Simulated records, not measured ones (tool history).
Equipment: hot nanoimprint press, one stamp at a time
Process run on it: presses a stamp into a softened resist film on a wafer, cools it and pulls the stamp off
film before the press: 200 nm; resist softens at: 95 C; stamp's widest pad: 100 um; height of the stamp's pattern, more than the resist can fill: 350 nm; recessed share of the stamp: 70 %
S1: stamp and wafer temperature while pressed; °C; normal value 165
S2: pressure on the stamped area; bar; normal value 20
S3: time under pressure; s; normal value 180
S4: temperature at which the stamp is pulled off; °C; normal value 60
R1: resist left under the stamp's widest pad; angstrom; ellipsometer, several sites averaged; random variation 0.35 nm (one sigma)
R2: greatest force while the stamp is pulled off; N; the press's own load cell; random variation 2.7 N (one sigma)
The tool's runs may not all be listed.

run,day,S1,S2,S3,S4,R1,R2
1,0,165,20,180,60,932,175
2,0.912,165,20,180,60,936,182
3,1.55,165,20,180,60,929,181
# day 2.692: stamp cleaned and given a new release coat
4,2.692,165,20,180,60,923,139
5,3.154,165,20,180,55,930,151
6,3.721,165,20,180,55,924,153
7,4.479,165,20,180,55,925,154
8,5.004,153,20,180,60,1544,145
9,5.433,165,20,180,60,918,152
10,6.388,165,20,180,60,918,146
# day 7.438: plate thermocouple calibrated
11,7.438,165,20,180,60,967,152
12,8.046,165,20,180,60,962,151
13,8.646,165,20,180,60,961,152
14,9.296,165,20,180,60,958,160
15,9.996,165,20,180,60,959,158
16,10.438,173,15.8,354,57,518,166
17,11.012,173,15.8,354,57,521,170
18,11.629,154,23.1,292,55,1305,169
19,12.075,165,20,314,66,764,151
20,12.562,165,20,314,66,755,157

Run 21 is up next; what results do you expect?
21,13.05,165,20,126,52,?,?

{"run 21": {"R1": 1085, "R2": 178}}
If the tool had no hidden condition, the same run with the same run-to-run variation would have returned R1 1096 angstrom, R2 156 N.
